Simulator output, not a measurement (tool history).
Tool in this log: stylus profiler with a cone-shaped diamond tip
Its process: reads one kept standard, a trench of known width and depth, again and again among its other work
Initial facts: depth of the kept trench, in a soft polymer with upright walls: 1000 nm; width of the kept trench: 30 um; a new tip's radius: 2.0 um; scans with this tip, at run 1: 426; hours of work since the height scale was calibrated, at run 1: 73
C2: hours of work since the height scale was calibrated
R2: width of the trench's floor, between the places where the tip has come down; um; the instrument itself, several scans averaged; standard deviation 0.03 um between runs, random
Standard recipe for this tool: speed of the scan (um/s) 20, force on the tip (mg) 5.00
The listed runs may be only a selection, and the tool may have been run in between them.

{"run": 1, "day": 0.0, "speed of the scan (um/s)": 20, "force on the tip (mg)": 5.0, "scans with this tip": 426, "C2": 73, "depth of the trench (nm)": 1026.43, "R2": 26.41}
{"run": 2, "day": 2.992, "speed of the scan (um/s)": 20, "force on the tip (mg)": 5.0, "scans with this tip": 607, "C2": 105, "depth of the trench (nm)": 1026.07, "R2": 26.43}
{"run": 3, "day": 7.171, "speed of the scan (um/s)": 20, "force on the tip (mg)": 5.0, "scans with this tip": 861, "C2": 148, "depth of the trench (nm)": 1025.94, "R2": 26.47}
{"run": 4, "day": 13.208, "speed of the scan (um/s)": 20, "force on the tip (mg)": 5.0, "scans with this tip": 1227, "C2": 212, "depth of the trench (nm)": 1026.6, "R2": 26.43}
{"run": 5, "day": 16.983, "speed of the scan (um/s)": 20, "force on the tip (mg)": 5.0, "scans with this tip": 1455, "C2": 251, "depth of the trench (nm)": 1026.48, "R2": 26.41}
{"run": 6, "day": 21.288, "speed of the scan (um/s)": 20, "force on the tip (mg)": 5.0, "scans with this tip": 1716, "C2": 296, "depth of the trench (nm)": 1026.28, "R2": 26.43}
{"run": 7, "day": 23.779, "speed of the scan (um/s)": 20, "force on the tip (mg)": 5.0, "scans with this tip": 1867, "C2": 322, "depth of the trench (nm)": 1026.2, "R2": 26.46}
{"run": 8, "day": 27.054, "speed of the scan (um/s)": 11, "force on the tip (mg)": 5.0, "scans with this tip": 2066, "C2": 356, "depth of the trench (nm)": 1026.59, "R2": 26.5}
{"run": 9, "day": 29.958, "speed of the scan (um/s)": 20, "force on the tip (mg)": 5.0, "scans with this tip": 2242, "C2": 387, "depth of the trench (nm)": 1026.47, "R2": 26.46}
{"run": 10, "day": 32.596, "speed of the scan (um/s)": 20, "force on the tip (mg)": 5.0, "scans with this tip": 2402, "C2": 414, "depth of the trench (nm)": 1026.41, "R2": 26.48}
{"run": 11, "day": 38.096, "speed of the scan (um/s)": 61, "force on the tip (mg)": 5.0, "scans with this tip": 2735, "C2": 472, "depth of the trench (nm)": 1026.42, "R2": 26.29}
{"run": 12, "day": 41.517, "speed of the scan (um/s)": 61, "force on the tip (mg)": 5.0, "scans with this tip": 2942, "C2": 507, "depth of the trench (nm)": 1025.94, "R2": 26.32}
{"run": 13, "day": 46.208, "speed of the scan (um/s)": 61, "force on the tip (mg)": 5.0, "scans with this tip": 3227, "C2": 556, "depth of the trench (nm)": 1026.3, "R2": 26.3}
{"run": 14, "day": 52.412, "speed of the scan (um/s)": 66, "force on the tip (mg)": 5.0, "scans with this tip": 3603, "C2": 621, "depth of the trench (nm)": 1026.31, "R2": 26.32}
{"run": 15, "day": 55.638, "speed of the scan (um/s)": 66, "force on the tip (mg)": 5.57, "scans with this tip": 3798, "C2": 655, "depth of the trench (nm)": 1027.83, "R2": 26.32}
{"run": 16, "day": 58.838, "speed of the scan (um/s)": 6, "force on the tip (mg)": 14.22, "scans with this tip": 3992, "C2": 688, "depth of the trench (nm)": 1052.57, "R2": 26.5}
{"run": 17, "day": 63.467, "speed of the scan (um/s)": 6, "force on the tip (mg)": 14.22, "scans with this tip": 4273, "C2": 737, "depth of the trench (nm)": 1053.4, "R2": 26.51}
{"run": 18, "day": 66.162, "speed of the scan (um/s)": 7, "force on the tip (mg)": 7.73, "scans with this tip": 4436, "C2": 765, "depth of the trench (nm)": 1035.58, "R2": 26.54}
{"run": 19, "day": 71.675, "speed of the scan (um/s)": 7, "force on the tip (mg)": 2.2, "scans with this tip": 4770, "C2": 823, "depth of the trench (nm)": 1015.06, "R2": 26.47}
{"run": 20, "day": 76.371, "speed of the scan (um/s)": 7, "force on the tip (mg)": 2.2, "scans with this tip": 5054, "C2": 872, "depth of the trench (nm)": 1014.89, "R2": 26.48}
{"run": 21, "day": 82.167, "speed of the scan (um/s)": 11, "force on the tip (mg)": 8.21, "scans with this tip": 5406, "C2": 932, "depth of the trench (nm)": 1036.63, "R2": 26.48}
{"run": 22, "day": 86.212, "speed of the scan (um/s)": 35, "force on the tip (mg)": 3.35, "scans with this tip": 5651, "C2": 975, "depth of the trench (nm)": 1019.86, "R2": 26.31}
{"run": 23, "day": 90.192, "speed of the scan (um/s)": 35, "force on the tip (mg)": 3.35, "scans with this tip": 5892, "C2": 1016, "depth of the trench (nm)": 1020.04, "R2": 26.34}
{"run": 24, "day": 94.508, "speed of the scan (um/s)": 17, "force on the tip (mg)": 3.66, "scans with this tip": 6154, "C2": 1061, "depth of the trench (nm)": 1021.4, "R2": 26.44}
{"run": 25, "day": 99.092, "speed of the scan (um/s)": 17, "force on the tip (mg)": 3.66, "scans with this tip": 6431, "C2": 1109, "depth of the trench (nm)": 1021.29, "R2": 26.46}
{"run": 26, "day": 104.154, "speed of the scan (um/s)": 17, "force on the tip (mg)": 10.3, "scans with this tip": 6738, "C2": 1162, "depth of the trench (nm)": 1042.41, "R2": 26.42}
{"run": 27, "day": 108.112, "speed of the scan (um/s)": 33, "force on the tip (mg)": 2.17, "scans with this tip": 6978, "C2": 1203, "depth of the trench (nm)": 1014.63, "R2": 26.37}

Forecast each of these 4 alternatives for the next run:
{"run": "A", "day": 113.496, "speed of the scan (um/s)": 33, "force on the tip (mg)": 2.37, "scans with this tip": 7304, "C2": 1260, "depth of the trench (nm)": "?", "R2": "?"}
{"run": "B", "day": 113.496, "speed of the scan (um/s)": 49, "force on the tip (mg)": 2.94, "scans with this tip": 7304, "C2": 1260, "depth of the trench (nm)": "?", "R2": "?"}
{"run": "C", "day": 113.496, "speed of the scan (um/s)": 13, "force on the tip (mg)": 7.6, "scans with this tip": 7304, "C2": 1260, "depth of the trench (nm)": "?", "R2": "?"}
{"run": "D", "day": 113.496, "speed of the scan (um/s)": 15, "force on the tip (mg)": 5.87, "scans with this tip": 7304, "C2": 1260, "depth of the trench (nm)": "?", "R2": "?"}

run=A depth_of_the_trench_(nm)=1016.21 R2=26.32
run=B depth_of_the_trench_(nm)=1018.31 R2=26.28
run=C depth_of_the_trench_(nm)=1034.69 R2=26.47
run=D depth_of_the_trench_(nm)=1029.20 R2=26.41
Without the tool's hidden state the same runs would have given:
run=A depth_of_the_trench_(nm)=1016.27 R2=26.34
run=B depth_of_the_trench_(nm)=1018.38 R2=26.31
run=C depth_of_the_trench_(nm)=1034.76 R2=26.49
run=D depth_of_the_trench_(nm)=1029.27 R2=26.44
